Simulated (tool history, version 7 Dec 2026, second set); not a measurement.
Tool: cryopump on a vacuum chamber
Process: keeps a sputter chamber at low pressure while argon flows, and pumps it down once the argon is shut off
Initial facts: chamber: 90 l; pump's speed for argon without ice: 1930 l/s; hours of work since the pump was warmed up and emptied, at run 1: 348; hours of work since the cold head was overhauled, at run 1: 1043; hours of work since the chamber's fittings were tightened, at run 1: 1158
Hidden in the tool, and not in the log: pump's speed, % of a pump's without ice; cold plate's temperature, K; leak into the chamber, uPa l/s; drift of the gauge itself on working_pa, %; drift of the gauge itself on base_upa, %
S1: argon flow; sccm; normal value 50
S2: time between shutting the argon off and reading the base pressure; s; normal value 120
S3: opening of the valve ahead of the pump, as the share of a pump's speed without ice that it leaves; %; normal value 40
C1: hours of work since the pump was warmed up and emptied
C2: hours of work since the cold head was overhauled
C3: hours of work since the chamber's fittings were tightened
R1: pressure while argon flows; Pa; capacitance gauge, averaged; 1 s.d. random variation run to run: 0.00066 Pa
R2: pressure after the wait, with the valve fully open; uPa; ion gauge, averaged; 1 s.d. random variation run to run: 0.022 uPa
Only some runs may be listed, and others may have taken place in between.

| run | hour | S1 | S2 | S3 | C1 | C2 | C3 | R1 | R2 |
|---|---|---|---|---|---|---|---|---|---|
| 1 | 0.0 | 50 | 120 | 40 | 348 | 1043 | 1158 | 0.1193 | 0.96 |
| 2 | 53.5 | 50 | 120 | 40 | 385 | 1080 | 1194 | 0.1205 | 0.99 |
| 3 | 95.2 | 50 | 120 | 40 | 413 | 1109 | 1223 | 0.1221 | 0.99 |
| 4 | 144.7 | 50 | 202 | 40 | 447 | 1142 | 1257 | 0.1231 | 0.83 |
| 5 | 177.5 | 50 | 202 | 40 | 469 | 1165 | 1279 | 0.1229 | 0.84 |
| 6 | 203.6 | 50 | 120 | 22 | 487 | 1183 | 1297 | 0.2147 | 1.00 |
| 7 | 263.8 | 50 | 120 | 22 | 528 | 1224 | 1338 | 0.2140 | 1.03 |
| 8 | 299.1 | 50 | 120 | 22 | 552 | 1248 | 1362 | 0.2137 | 1.01 |
| 9 | 357.4 | 50 | 120 | 22 | 592 | 1288 | 1402 | 0.2164 | 1.12 |
| 10 | 385.1 | 50 | 120 | 32 | 611 | 1307 | 1421 | 0.1567 | 1.15 |
| 11 | 418.2 | 50 | 120 | 32 | 634 | 1329 | 1444 | 0.1569 | 1.14 |
|  | 463.2 | pump warmed up, emptied and cooled again |
| 12 | 478.9 | 50 | 120 | 32 | 11 | 1367 | 1482 | 0.1374 | 0.90 |
| 13 | 538.3 | 50 | 146 | 40 | 51 | 1408 | 1522 | 0.1112 | 0.92 |
| 14 | 598.1 | 50 | 146 | 40 | 92 | 1449 | 1563 | 0.1115 | 0.90 |
| 15 | 635.0 | 50 | 146 | 46 | 117 | 1474 | 1588 | 0.0984 | 0.91 |
| 16 | 668.2 | 50 | 146 | 46 | 140 | 1497 | 1611 | 0.0992 | 0.94 |
| 17 | 701.0 | 50 | 120 | 40 | 163 | 1519 | 1633 | 0.1145 | 1.07 |
| 18 | 759.1 | 50 | 80 | 40 | 202 | 1559 | 1673 | 0.1153 | 1.32 |
| 19 | 798.3 | 50 | 292 | 37 | 229 | 1586 | 1700 | 0.1250 | 0.81 |
| 20 | 860.8 | 50 | 292 | 37 | 272 | 1629 | 1743 | 0.1261 | 0.83 |
| 21 | 909.6 | 37 | 70 | 35 | 305 | 1662 | 1776 | 0.0987 | 1.42 |
| 22 | 943.6 | 56 | 70 | 15 | 328 | 1685 | 1799 | 0.3363 | 1.44 |
| 23 | 977.4 | 50 | 98 | 23 | 352 | 1708 | 1822 | 0.2005 | 1.25 |
| 24 | 1018.5 | 52 | 254 | 40 | 380 | 1736 | 1851 | 0.1243 | 0.95 |
| 25 | 1069.1 | 52 | 254 | 40 | 414 | 1771 | 1885 | 0.1262 | 0.97 |
| 26 | 1099.9 | 50 | 120 | 54 | 435 | 1792 | 1906 | 0.0942 | 1.21 |
| 27 | 1130.1 | 50 | 120 | 36 | 456 | 1813 | 1927 | 0.1350 | 1.21 |
| 28 | 1178.2 | 50 | 107 | 40 | 489 | 1845 | 1960 | 0.1241 | 1.30 |
| 29 | 1205.5 | 50 | 107 | 40 | 508 | 1864 | 1978 | 0.1242 | 1.32 |
| 30 | 1243.8 | 50 | 77 | 40 | 534 | 1890 | 2005 | 0.1252 | 1.55 |
| 31 | 1301.3 | 82 | 77 | 40 | 573 | 1930 | 2044 | 0.2073 | 1.59 |
| 32 | 1341.2 | 82 | 77 | 40 | 600 | 1957 | 2071 | 0.2077 | 1.55 |
| 33 | 1372.1 | 20 | 104 | 40 | 621 | 1978 | 2092 | 0.0508 | 1.42 |
| 34 | 1398.7 | 20 | 104 | 40 | 640 | 1996 | 2110 | 0.0513 | 1.45 |

3 options for the next run, each taken on its own from the tool as it stands now. Forecast them:
|  | 1434.0 | pump warmed up, emptied and cooled again |
| A | 1461.1 | 20 | 26 | 30 | 19 | 2035 | 2150 | ? | ? |
|  | 1434.0 | pump warmed up, emptied and cooled again |
| B | 1461.1 | 20 | 49 | 40 | 19 | 2035 | 2150 | ? | ? |
|  | 1434.0 | pump warmed up, emptied and cooled again |
| C | 1461.1 | 20 | 63 | 40 | 19 | 2035 | 2150 | ? | ? |

| run | R1 | R2 |
|---|---|---|
| A | 0.0586 | 2.74 |
| B | 0.0438 | 1.72 |
| C | 0.0447 | 1.53 |
Without the tool's unlogged condition, the same runs would have read:
| run | R1 | R2 |
|---|---|---|
| A | 0.0581 | 2.24 |
| B | 0.0433 | 1.23 |
| C | 0.0442 | 1.02 |

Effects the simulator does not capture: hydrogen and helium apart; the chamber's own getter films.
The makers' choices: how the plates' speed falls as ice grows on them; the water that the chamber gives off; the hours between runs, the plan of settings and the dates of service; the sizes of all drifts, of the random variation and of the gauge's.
